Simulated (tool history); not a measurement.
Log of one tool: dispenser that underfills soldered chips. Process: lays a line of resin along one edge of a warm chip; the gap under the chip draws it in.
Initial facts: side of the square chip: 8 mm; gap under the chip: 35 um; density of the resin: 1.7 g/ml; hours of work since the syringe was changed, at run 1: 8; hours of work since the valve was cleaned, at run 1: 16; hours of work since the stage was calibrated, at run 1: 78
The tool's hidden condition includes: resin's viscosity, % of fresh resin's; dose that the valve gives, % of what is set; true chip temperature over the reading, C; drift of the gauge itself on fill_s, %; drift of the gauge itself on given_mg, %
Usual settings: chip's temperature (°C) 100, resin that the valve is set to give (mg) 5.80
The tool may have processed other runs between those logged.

| run | hour | chip's temperature (°C) | resin that the valve is set to give (mg) | hours of work since the syringe was changed | hours of work since the valve was cleaned | hours of work since the stage was calibrated | time until the resin shows at the far edge (s) | resin that the valve gave (mg) |
|---|---|---|---|---|---|---|---|---|
| 1 | 0.0 | 100 | 5.80 | 8 | 16 | 78 | 75.5 | 5.67 |
|  | 3.1 | new syringe of resin |
| 2 | 3.6 | 100 | 5.80 | 0 | 18 | 80 | 49.1 | 5.73 |
| 3 | 8.7 | 100 | 5.68 | 4 | 21 | 83 | 58.6 | 5.52 |
| 4 | 11.1 | 103 | 5.80 | 5 | 23 | 85 | 59.3 | 5.60 |
| 5 | 14.8 | 100 | 5.00 | 8 | 25 | 87 | 76.0 | 4.87 |
| 6 | 18.2 | 100 | 5.00 | 10 | 27 | 89 | 86.8 | 4.84 |
|  | 19.0 | new syringe of resin |
| 7 | 23.6 | 100 | 5.00 | 3 | 31 | 92 | 60.7 | 4.80 |
| 8 | 27.1 | 103 | 5.80 | 5 | 33 | 95 | 60.9 | 5.54 |
| 9 | 30.6 | 100 | 6.45 | 7 | 35 | 97 | 72.5 | 6.22 |
|  | 34.9 | new syringe of resin |
| 10 | 35.9 | 100 | 6.45 | 1 | 38 | 100 | 49.6 | 6.25 |
| 11 | 39.2 | 100 | 6.45 | 3 | 40 | 102 | 55.6 | 6.23 |
| 12 | 42.3 | 113 | 6.20 | 5 | 42 | 104 | 42.0 | 6.01 |
| 13 | 47.3 | 111 | 5.42 | 8 | 45 | 107 | 53.3 | 5.18 |
| 14 | 50.2 | 106 | 7.40 | 10 | 47 | 109 | 66.7 | 7.16 |
|  | 50.8 | new syringe of resin |
| 15 | 55.0 | 107 | 6.86 | 3 | 50 | 112 | 44.9 | 6.60 |
| 16 | 59.0 | 97 | 5.70 | 5 | 53 | 115 | 71.2 | 5.27 |
| 17 | 63.6 | 102 | 6.46 | 8 | 56 | 118 | 69.0 | 6.11 |
| 18 | 66.2 | 100 | 6.91 | 10 | 57 | 119 | 80.4 | 6.49 |
|  | 66.8 | new syringe of resin |
| 19 | 69.3 | 100 | 6.37 | 2 | 59 | 121 | 52.4 | 5.95 |
| 20 | 74.1 | 101 | 6.17 | 5 | 62 | 124 | 59.5 | 5.81 |

What if the next run were any one of these 3? Each begins from the tool's condition after run 20:
| A | 77.2 | 108 | 5.30 | 7 | 64 | 126 | ? | ? |
| B | 77.2 | 109 | 5.58 | 7 | 64 | 126 | ? | ? |
| C | 77.2 | 88 | 6.71 | 7 | 64 | 126 | ? | ? |

| run | time until the resin shows at the far edge (s) | resin that the valve gave (mg) |
|---|---|---|
| A | 55.5 | 4.96 |
| B | 51.9 | 5.30 |
| C | 101.5 | 6.25 |
With the hidden condition removed and each run's random variation left untouched, the same runs would have given:
| run | time until the resin shows at the far edge (s) | resin that the valve gave (mg) |
|---|---|---|
| A | 40.0 | 5.27 |
| B | 37.4 | 5.62 |
| C | 74.2 | 6.64 |
